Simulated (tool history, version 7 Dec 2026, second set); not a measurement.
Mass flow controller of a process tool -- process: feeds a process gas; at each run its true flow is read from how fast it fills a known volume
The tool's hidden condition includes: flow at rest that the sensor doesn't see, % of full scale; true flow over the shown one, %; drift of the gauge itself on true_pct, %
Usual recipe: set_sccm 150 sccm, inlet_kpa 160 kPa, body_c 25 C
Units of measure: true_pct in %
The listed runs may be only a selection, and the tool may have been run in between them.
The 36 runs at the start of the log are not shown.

run,hour,set_sccm,inlet_kpa,body_c,hours of work since the controller was set to zero,hours of work since the controller was changed,true_pct
37,2273.7,150,146,39,3540,3540,102.53
38,2328.4,150,146,39,3575,3575,102.55
39,2401.5,150,146,39,3622,3622,102.51
40,2447.3,150,168,20,3651,3651,102
41,2497.7,111,270,23,3683,3683,103.95
42,2550.2,111,270,23,3717,3717,103.71
43,2623.1,279,267,40,3764,3764,101.57
44,2665.6,279,267,40,3791,3791,101.5
45,2745.3,279,267,40,3842,3842,101.59
46,2788.9,279,267,40,3870,3870,101.63

Consider 5 possible next runs. They are alternatives, not a sequence: every one starts from the tool as it was left by run 46. What does each give?
A,2867.1,90,144,36,3920,3920,?
B,2867.1,139,267,24,3920,3920,?
C,2867.1,427,160,25,3920,3920,?
D,2867.1,150,155,25,3920,3920,?
E,2867.1,152,205,34,3920,3920,?

run,true_pct
A,105.34
B,103.05
C,100.88
D,102.47
E,102.8
Stripped of hidden state, with their random variation kept, the same runs would have yielded:
run,true_pct
A,98.73
B,98.88
C,99.72
D,98.63
E,99.01

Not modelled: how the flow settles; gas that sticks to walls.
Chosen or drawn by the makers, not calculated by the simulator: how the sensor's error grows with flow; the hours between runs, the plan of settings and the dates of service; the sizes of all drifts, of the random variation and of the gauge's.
